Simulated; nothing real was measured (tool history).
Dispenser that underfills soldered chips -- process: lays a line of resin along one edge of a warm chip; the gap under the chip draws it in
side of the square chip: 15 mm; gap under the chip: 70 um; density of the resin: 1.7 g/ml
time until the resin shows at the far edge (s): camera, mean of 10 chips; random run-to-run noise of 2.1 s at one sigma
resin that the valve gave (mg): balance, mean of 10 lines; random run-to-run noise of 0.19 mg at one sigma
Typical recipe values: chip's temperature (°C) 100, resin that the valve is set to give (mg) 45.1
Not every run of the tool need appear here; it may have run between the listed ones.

run   hour  chip's temperature (°C)  resin that the valve is set to give (mg)  time until the resin shows at the far edge (s)  resin that the valve gave (mg)
  1      0                      100                                      45.1                                           211.9                           44.92
  2    8.9                      100                                      45.5                                           275.1                           44.56
      16.7  -- new syringe of resin
  3     21                      100                                      45.1                                           240.8                           44.66
  4   31.4                      100                                      45.1                                           323.1                           44.48
      34.8  -- new syringe of resin
  5   37.3                      100                                      45.1                                           225.2                           44.18
  6   48.8                      100                                      45.1                                           310.7                              44
        53  -- new syringe of resin
  7   55.3                      100                                      56.5                                           216.4                           54.97
  8   67.8                       90                                      45.1                                           431.7                           43.66
      70.7  -- dispensing valve cleaned and set on the balance
      72.2  -- new syringe of resin
  9   79.2                       90                                      45.1                                           334.4                           45.31
 10   85.1                       90                                      45.1                                           397.9                           44.88
      90.3  -- new syringe of resin
 11   92.5                       90                                      45.1                                           292.7                           45.02
 12  100.3                       90                                      45.1                                           366.4                           44.79
     108.5  -- new syringe of resin
 13  112.8                      105                                      48.2                                           205.4                           47.47
 14  124.8                      105                                      48.2                                           291.9                            47.5
     126.8  -- new syringe of resin
 15    134                       94                                      44.5                                           297.8                            43.6
 16  141.2                       92                                        46                                           384.1                           45.08
     144.8  -- new syringe of resin
 17    154                       92                                        46                                           331.8                           44.63
     162.5  -- new syringe of resin
 18  166.4                      107                                      45.3                                           191.6                           43.77
     169.8  -- dispensing valve cleaned and set on the balance
 19  175.8                      109                                      50.4                                           230.5                           50.32

Below, some changes in time until the resin shows at the far edge (s) between adjacent runs. For each, the amount present without the hidden state too (settings, incoming material, random variation) and the amount remaining for the hidden state with gauge scatter not shared by both compared results:
Unlogged tool condition in this case: resin's viscosity, % of fresh resin's; dose that the valve gives, % of what is set; true chip temperature over the reading, C; drift of the gauge itself on fill_s, %; drift of the gauge itself on given_mg, %.
Run 7 -> 8: chip's temperature (°C) 100 -> 90, resin that the valve is set to give (mg) 56.5 -> 45.1. time until the resin shows at the far edge (s) +215.3: hidden state +136.7, all else +78.6.

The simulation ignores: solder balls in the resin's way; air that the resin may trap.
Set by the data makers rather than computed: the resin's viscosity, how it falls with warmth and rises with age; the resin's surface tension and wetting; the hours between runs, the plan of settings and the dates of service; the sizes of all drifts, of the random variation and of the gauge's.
